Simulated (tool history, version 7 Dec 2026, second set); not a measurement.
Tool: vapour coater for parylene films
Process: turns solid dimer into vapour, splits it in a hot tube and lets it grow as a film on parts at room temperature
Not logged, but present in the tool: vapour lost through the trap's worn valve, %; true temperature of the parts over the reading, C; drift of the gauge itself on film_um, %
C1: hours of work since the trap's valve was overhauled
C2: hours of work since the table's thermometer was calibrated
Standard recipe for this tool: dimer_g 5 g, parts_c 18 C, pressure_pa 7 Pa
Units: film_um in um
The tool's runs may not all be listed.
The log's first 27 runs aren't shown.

Run 28, hour 1345.2: usual settings but dimer_g 3 g, parts_c 22 C, pressure_pa 2.81 Pa; C1 71; C2 1659. Result: film_um 0.79 um.
Run 29, hour 1378.2: usual settings but dimer_g 6 g, parts_c 22 C; C1 90; C2 1679. Result: film_um 1.49 um.
Run 30, hour 1425.9: usual settings but dimer_g 6 g, parts_c 22 C; C1 119; C2 1708. Result: film_um 1.48 um.
Run 31, hour 1488: usual settings but dimer_g 4 g, parts_c 12 C, pressure_pa 6.59 Pa; C1 156; C2 1745. Result: film_um 1.17 um.
Run 32, hour 1556: usual settings but dimer_g 4 g, parts_c 30 C, pressure_pa 2.67 Pa; C1 197; C2 1786. Result: film_um 0.85 um.
Run 33, hour 1596.6: usual settings but dimer_g 4 g, parts_c 30 C, pressure_pa 2.67 Pa; C1 222; C2 1810. Result: film_um 0.82 um.
At hour 1630.7: table's thermometer calibrated.
Run 34, hour 1636: usual settings but parts_c 23 C; C1 245; C2 3. Result: film_um 1.1 um.
Run 35, hour 1703.5: usual settings but parts_c 23 C; C1 285; C2 44. Result: film_um 1.07 um.
Run 36, hour 1734.4: usual settings but parts_c 23 C; C1 304; C2 62. Result: film_um 1.07 um.

What if the next run were any one of these 4? Each begins from the tool's condition after run 36:
At hour 1777.5: trap's valve overhauled.
Run A, hour 1804: usual settings but dimer_g 3 g; C1 16; C2 102. Result: film_um ?.
At hour 1777.5: trap's valve overhauled.
Run B, hour 1804: usual settings but pressure_pa 2.47 Pa; C1 16; C2 102. Result: film_um ?.
At hour 1777.5: trap's valve overhauled.
Run C, hour 1804: usual settings but parts_c 23 C, pressure_pa 7.75 Pa; C1 16; C2 102. Result: film_um ?.
At hour 1777.5: trap's valve overhauled.
Run D, hour 1804: usual settings but dimer_g 6 g, pressure_pa 4.84 Pa; C1 16; C2 102. Result: film_um ?.

run  film_um
  A     0.81
  B     1.43
  C     1.22
  D     1.64
Stripped of hidden state, with their random variation kept, the same runs would have yielded:
run  film_um
  A     0.81
  B     1.44
  C     1.23
  D     1.65
